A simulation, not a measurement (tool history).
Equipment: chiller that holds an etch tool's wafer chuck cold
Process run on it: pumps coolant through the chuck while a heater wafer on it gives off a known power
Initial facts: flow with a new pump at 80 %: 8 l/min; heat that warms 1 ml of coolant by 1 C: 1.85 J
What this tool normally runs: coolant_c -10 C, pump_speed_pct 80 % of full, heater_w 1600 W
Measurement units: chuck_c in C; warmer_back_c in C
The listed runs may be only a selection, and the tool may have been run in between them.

Run 1, day 0.000: usual settings. Result: chuck_c 11.9 C, warmer_back_c 7.29 C.
Run 2, day 7.246: usual settings. Result: chuck_c 12.4 C, warmer_back_c 7.39 C.
Run 3, day 14.129: usual settings but pump_speed_pct 85 % of full. Result: chuck_c 11.5 C, warmer_back_c 7.04 C.
At day 17.208: chiller's thermometer calibrated.
Run 4, day 21.379: usual settings but pump_speed_pct 85 % of full. Result: chuck_c 12.1 C, warmer_back_c 6.95 C.
At day 23.012: coolant pump overhauled.
Run 5, day 25.479: usual settings but pump_speed_pct 85 % of full. Result: chuck_c 12.8 C, warmer_back_c 7.22 C.
Run 6, day 30.312: usual settings but pump_speed_pct 85 % of full. Result: chuck_c 13.1 C, warmer_back_c 7.32 C.
Run 7, day 35.354: usual settings. Result: chuck_c 14.4 C, warmer_back_c 7.92 C.
Run 8, day 39.858: usual settings but coolant_c -15 C, pump_speed_pct 64 % of full. Result: chuck_c 13.9 C, warmer_back_c 10.25 C.
Run 9, day 43.758: usual settings but coolant_c -15 C, pump_speed_pct 64 % of full. Result: chuck_c 14.5 C, warmer_back_c 10.25 C.
At day 50.212: coolant changed, channels flushed.
Run 10, day 51.088: usual settings but coolant_c -15 C. Result: chuck_c 5.6 C, warmer_back_c 8.05 C.
Run 11, day 55.583: usual settings but coolant_c -6 C, heater_w 1829 W. Result: chuck_c 17.7 C, warmer_back_c 9.30 C.
Run 12, day 61.558: usual settings but coolant_c -6 C, heater_w 1829 W. Result: chuck_c 18.0 C, warmer_back_c 9.27 C.
Run 13, day 66.217: usual settings but heater_w 2366 W. Result: chuck_c 21.5 C, warmer_back_c 12.06 C.
At day 67.438: coolant pump overhauled, once more.
Run 14, day 73.392: usual settings but heater_w 2366 W. Result: chuck_c 17.1 C, warmer_back_c 9.61 C.

Below are 4 alternative next runs, each starting from the tool's condition after run 14. Predict each:
Run A, day 80.796: usual settings but coolant_c -2 C, pump_speed_pct 65 % of full, heater_w 1947 W. Result: chuck_c ?, warmer_back_c ?.
Run B, day 80.796: usual settings but coolant_c -19 C, pump_speed_pct 69 % of full, heater_w 1000 W. Result: chuck_c ?, warmer_back_c ?.
Run C, day 80.796: usual settings but coolant_c -11 C, heater_w 1375 W. Result: chuck_c ?, warmer_back_c ?.
Run D, day 80.796: usual settings but pump_speed_pct 64 % of full. Result: chuck_c ?, warmer_back_c ?.

run  chuck_c  warmer_back_c
  A     24.5          10.13
  B     -5.9           4.90
  C      4.7           5.69
  D     12.1           8.55
Without the tool's unlogged condition, the same runs would have read:
run  chuck_c  warmer_back_c
  A     23.5           9.98
  B     -6.3           4.82
  C      4.2           5.60
  D     11.3           8.42

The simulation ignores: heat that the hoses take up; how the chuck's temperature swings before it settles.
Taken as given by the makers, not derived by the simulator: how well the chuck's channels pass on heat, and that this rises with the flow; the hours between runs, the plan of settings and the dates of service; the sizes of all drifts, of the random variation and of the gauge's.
